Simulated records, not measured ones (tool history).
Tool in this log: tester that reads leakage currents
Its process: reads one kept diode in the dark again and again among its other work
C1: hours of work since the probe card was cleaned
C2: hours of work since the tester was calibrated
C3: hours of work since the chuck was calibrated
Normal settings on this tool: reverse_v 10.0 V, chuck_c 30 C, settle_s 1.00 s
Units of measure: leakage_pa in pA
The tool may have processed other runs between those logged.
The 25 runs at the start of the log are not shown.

Run 26, hour 3666.9: usual settings but chuck_c 34 C; C1 1333; C2 603; C3 549. Result: leakage_pa 180.28 pA.
At hour 3732.6: chuck's temperature calibrated.
Run 27, hour 3817.3: usual settings but chuck_c 26 C, settle_s 3.20 s; C1 1444; C2 715; C3 64. Result: leakage_pa 104.35 pA.
Run 28, hour 4059.0: usual settings but chuck_c 26 C, settle_s 3.20 s; C1 1626; C2 897; C3 246. Result: leakage_pa 99.21 pA.
Run 29, hour 4180.4: usual settings but reverse_v 12.9 V, chuck_c 55 C, settle_s 0.34 s; C1 1718; C2 988; C3 337. Result: leakage_pa 1236.90 pA.
At hour 4260.0: probe card cleaned and baked.
Run 30, hour 4396.4: usual settings but settle_s 3.78 s; C1 103; C2 1149; C3 498. Result: leakage_pa 126.65 pA.
At hour 4527.4: chuck's temperature calibrated.
Run 31, hour 4549.9: usual settings but settle_s 3.78 s; C1 217; C2 1263; C3 17. Result: leakage_pa 146.91 pA.
Run 32, hour 4718.5: usual settings but reverse_v 19.0 V, chuck_c 32 C; C1 344; C2 1390; C3 144. Result: leakage_pa 246.70 pA.
Run 33, hour 4876.5: usual settings but reverse_v 19.0 V, chuck_c 32 C; C1 463; C2 1509; C3 263. Result: leakage_pa 238.46 pA.
Run 34, hour 5102.4: usual settings but chuck_c 47 C, settle_s 0.52 s; C1 633; C2 1679; C3 433. Result: leakage_pa 551.69 pA.
Run 35, hour 5273.6: usual settings but reverse_v 4.9 V, chuck_c 47 C, settle_s 0.60 s; C1 762; C2 1808; C3 562. Result: leakage_pa 347.80 pA.
At hour 5336.6: chuck's temperature calibrated.
Run 36, hour 5506.7: usual settings but reverse_v 4.9 V, chuck_c 47 C, settle_s 0.60 s; C1 936; C2 1982; C3 128. Result: leakage_pa 399.29 pA.
Run 37, hour 5679.1: usual settings but settle_s 0.63 s; C1 1065; C2 2111; C3 258. Result: leakage_pa 141.76 pA.
Run 38, hour 5826.2: usual settings but reverse_v 19.5 V, settle_s 3.37 s; C1 1176; C2 2222; C3 369. Result: leakage_pa 198.40 pA.
Run 39, hour 5970.2: usual settings but settle_s 0.54 s; C1 1285; C2 2331; C3 477. Result: leakage_pa 132.36 pA.

Branching from run 39: 4 alternative next runs. What would each branch give?
Run A, hour 6118.3: usual settings but reverse_v 5.0 V, chuck_c 50 C, settle_s 5.61 s; C1 1396; C2 2442; C3 588. Result: leakage_pa ?.
Run B, hour 6118.3: usual settings but reverse_v 6.4 V, chuck_c 36 C, settle_s 0.64 s; C1 1396; C2 2442; C3 588. Result: leakage_pa ?.
Run C, hour 6118.3: usual settings but reverse_v 2.3 V, chuck_c 28 C, settle_s 0.58 s; C1 1396; C2 2442; C3 588. Result: leakage_pa ?.
Run D, hour 6118.3: usual settings but reverse_v 2.0 V, settle_s 9.45 s; C1 1396; C2 2442; C3 588. Result: leakage_pa ?.

run  leakage_pa
  A      445.82
  B      163.43
  C       44.54
  D       48.25
With no hidden state in the tool, these same runs would have given:
run  leakage_pa
  A      527.94
  B      194.92
  C       53.44
  D       58.04

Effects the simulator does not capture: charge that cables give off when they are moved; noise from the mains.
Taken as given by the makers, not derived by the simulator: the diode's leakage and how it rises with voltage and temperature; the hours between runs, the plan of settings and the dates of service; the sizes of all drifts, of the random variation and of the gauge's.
